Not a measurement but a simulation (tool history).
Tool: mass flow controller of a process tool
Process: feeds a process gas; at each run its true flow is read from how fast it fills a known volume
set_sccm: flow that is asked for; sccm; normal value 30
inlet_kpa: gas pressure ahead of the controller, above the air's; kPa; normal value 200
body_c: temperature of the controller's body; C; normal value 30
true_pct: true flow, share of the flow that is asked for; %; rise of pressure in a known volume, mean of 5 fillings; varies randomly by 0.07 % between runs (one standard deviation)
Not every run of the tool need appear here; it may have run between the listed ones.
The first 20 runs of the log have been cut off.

{"run": 21, "day": 178.471, "set_sccm": 22, "inlet_kpa": 200, "body_c": 30, "true_pct": 100.75}
{"run": 22, "day": 190.096, "set_sccm": 22, "inlet_kpa": 200, "body_c": 30, "true_pct": 100.84}
{"run": 23, "day": 196.017, "set_sccm": 22, "inlet_kpa": 200, "body_c": 30, "true_pct": 100.83}
{"run": 24, "day": 205.05, "set_sccm": 22, "inlet_kpa": 200, "body_c": 30, "true_pct": 100.88}
{"run": 25, "day": 211.3, "set_sccm": 16, "inlet_kpa": 178, "body_c": 34, "true_pct": 100.47}
{"run": 26, "day": 220.333, "set_sccm": 16, "inlet_kpa": 178, "body_c": 34, "true_pct": 100.57}
{"run": 27, "day": 230.442, "set_sccm": 5, "inlet_kpa": 218, "body_c": 30, "true_pct": 102.22}
{"run": 28, "day": 241.025, "set_sccm": 5, "inlet_kpa": 218, "body_c": 21, "true_pct": 103.42}
{"run": 29, "day": 246.396, "set_sccm": 30, "inlet_kpa": 214, "body_c": 30, "true_pct": 101.38}
{"run": 30, "day": 253.146, "set_sccm": 39, "inlet_kpa": 153, "body_c": 31, "true_pct": 101.39}
{"run": 31, "day": 262.742, "set_sccm": 11, "inlet_kpa": 262, "body_c": 35, "true_pct": 101.43}
{"run": 32, "day": 270.254, "set_sccm": 25, "inlet_kpa": 197, "body_c": 39, "true_pct": 100.46}
{"run": 33, "day": 277.188, "set_sccm": 5, "inlet_kpa": 174, "body_c": 25, "true_pct": 103.38}
{"run": 34, "day": 284.033, "set_sccm": 5, "inlet_kpa": 174, "body_c": 25, "true_pct": 103.61}
{"run": 35, "day": 293.262, "set_sccm": 5, "inlet_kpa": 174, "body_c": 25, "true_pct": 103.78}

Run 36 comes next. What will it give?
{"run": 36, "day": 298.483, "set_sccm": 33, "inlet_kpa": 197, "body_c": 30, "true_pct": "?"}

Logged for run 36: true_pct 101.72 %.
Take away the tool's hidden state, keep the run-to-run variation as it was, and the same run would have given true_pct 98.97 %.
